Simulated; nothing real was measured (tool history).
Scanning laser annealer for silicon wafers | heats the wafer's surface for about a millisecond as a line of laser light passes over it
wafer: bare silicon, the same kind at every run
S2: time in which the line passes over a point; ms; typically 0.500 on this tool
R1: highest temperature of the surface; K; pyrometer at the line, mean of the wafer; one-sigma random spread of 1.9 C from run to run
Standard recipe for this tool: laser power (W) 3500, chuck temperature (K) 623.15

run 1 hour=0.0 | laser_power_(W)=3500 S2=0.500 chuck_temperature_(K)=623.15 | R1=1457.15
-- hour=9.1 optics aligned, line set to its width
run 2 hour=10.1 | laser_power_(W)=3500 S2=0.500 chuck_temperature_(K)=623.15 | R1=1455.15
run 3 hour=14.9 | laser_power_(W)=3500 S2=0.500 chuck_temperature_(K)=623.15 | R1=1450.15
run 4 hour=20.7 | laser_power_(W)=3500 S2=0.500 chuck_temperature_(K)=623.15 | R1=1454.15
run 5 hour=27.3 | laser_power_(W)=3500 S2=0.500 chuck_temperature_(K)=623.15 | R1=1457.15
run 6 hour=33.5 | laser_power_(W)=3843 S2=0.500 chuck_temperature_(K)=623.15 | R1=1528.15
-- hour=43.1 optics aligned, line set to its width, once more
run 7 hour=46.0 | laser_power_(W)=3843 S2=0.500 chuck_temperature_(K)=623.15 | R1=1546.15
run 8 hour=52.9 | laser_power_(W)=3843 S2=0.500 chuck_temperature_(K)=623.15 | R1=1545.15
run 9 hour=60.3 | laser_power_(W)=3500 S2=0.527 chuck_temperature_(K)=623.15 | R1=1488.15
run 10 hour=67.1 | laser_power_(W)=3500 S2=0.523 chuck_temperature_(K)=623.15 | R1=1489.15
run 11 hour=76.1 | laser_power_(W)=3500 S2=0.523 chuck_temperature_(K)=623.15 | R1=1485.15
run 12 hour=81.2 | laser_power_(W)=3500 S2=0.500 chuck_temperature_(K)=623.15 | R1=1465.15
run 13 hour=89.5 | laser_power_(W)=3500 S2=0.500 chuck_temperature_(K)=623.15 | R1=1466.15
run 14 hour=96.0 | laser_power_(W)=3177 S2=0.500 chuck_temperature_(K)=623.15 | R1=1390.15
run 15 hour=104.0 | laser_power_(W)=3500 S2=0.500 chuck_temperature_(K)=585.15 | R1=1429.15
run 16 hour=112.2 | laser_power_(W)=3500 S2=0.500 chuck_temperature_(K)=585.15 | R1=1424.15
run 17 hour=116.6 | laser_power_(W)=3298 S2=0.500 chuck_temperature_(K)=623.15 | R1=1417.15
run 18 hour=121.3 | laser_power_(W)=3298 S2=0.500 chuck_temperature_(K)=623.15 | R1=1418.15
run 19 hour=127.2 | laser_power_(W)=3145 S2=0.500 chuck_temperature_(K)=623.15 | R1=1381.15
run 20 hour=136.1 | laser_power_(W)=3500 S2=0.500 chuck_temperature_(K)=623.15 | R1=1458.15
run 21 hour=143.2 | laser_power_(W)=3500 S2=0.500 chuck_temperature_(K)=623.15 | R1=1458.15
run 22 hour=147.4 | laser_power_(W)=3435 S2=0.418 chuck_temperature_(K)=595.15 | R1=1335.15
run 23 hour=152.3 | laser_power_(W)=3645 S2=0.505 chuck_temperature_(K)=629.15 | R1=1504.15
run 24 hour=157.9 | laser_power_(W)=3567 S2=0.374 chuck_temperature_(K)=594.15 | R1=1317.15
run 25 hour=165.9 | laser_power_(W)=3567 S2=0.374 chuck_temperature_(K)=594.15 | R1=1317.15
run 26 hour=172.3 | laser_power_(W)=3567 S2=0.374 chuck_temperature_(K)=594.15 | R1=1317.15
run 27 hour=177.1 | laser_power_(W)=3567 S2=0.374 chuck_temperature_(K)=594.15 | R1=1316.15
run 28 hour=181.8 | laser_power_(W)=3500 S2=0.551 chuck_temperature_(K)=623.15 | R1=1508.15
run 29 hour=187.3 | laser_power_(W)=3500 S2=0.551 chuck_temperature_(K)=623.15 | R1=1506.15
run 30 hour=193.3 | laser_power_(W)=3068 S2=0.368 chuck_temperature_(K)=640.15 | R1=1259.15
run 31 hour=200.4 | laser_power_(W)=3010 S2=0.490 chuck_temperature_(K)=609.15 | R1=1325.15
run 32 hour=206.7 | laser_power_(W)=3039 S2=0.500 chuck_temperature_(K)=652.15 | R1=1385.15
run 33 hour=214.0 | laser_power_(W)=3439 S2=0.500 chuck_temperature_(K)=623.15 | R1=1446.15
run 34 hour=221.1 | laser_power_(W)=3420 S2=0.540 chuck_temperature_(K)=623.15 | R1=1474.15
run 35 hour=225.7 | laser_power_(W)=3500 S2=0.604 chuck_temperature_(K)=623.15 | R1=1552.15
run 36 hour=232.3 | laser_power_(W)=3149 S2=0.544 chuck_temperature_(K)=630.15 | R1=1421.15
run 37 hour=241.2 | laser_power_(W)=3686 S2=0.517 chuck_temperature_(K)=585.15 | R1=1475.15
run 38 hour=249.4 | laser_power_(W)=3686 S2=0.517 chuck_temperature_(K)=585.15 | R1=1478.15
run 39 hour=256.1 | laser_power_(W)=3375 S2=0.500 chuck_temperature_(K)=599.15 | R1=1406.15
run 40 hour=261.3 | laser_power_(W)=3491 S2=0.615 chuck_temperature_(K)=610.15 | R1=1540.15

Branching from run 40: 5 alternative next runs. What would each branch give?
run A hour=268.2 | laser_power_(W)=3343 S2=0.500 chuck_temperature_(K)=609.15 | R1=?
run B hour=268.2 | laser_power_(W)=3500 S2=0.480 chuck_temperature_(K)=623.15 | R1=?
run C hour=268.2 | laser_power_(W)=3088 S2=0.615 chuck_temperature_(K)=610.15 | R1=?
run D hour=268.2 | laser_power_(W)=3612 S2=0.456 chuck_temperature_(K)=645.15 | R1=?
run E hour=268.2 | laser_power_(W)=3699 S2=0.424 chuck_temperature_(K)=615.15 | R1=?

run=A R1=1402.15
run=B R1=1435.15
run=C R1=1441.15
run=D R1=1457.15
run=E R1=1410.15
With the hidden condition removed and each run's random variation left untouched, the same runs would have given:
run=A R1=1418.15
run=B R1=1452.15
run=C R1=1458.15
run=D R1=1474.15
run=E R1=1426.15
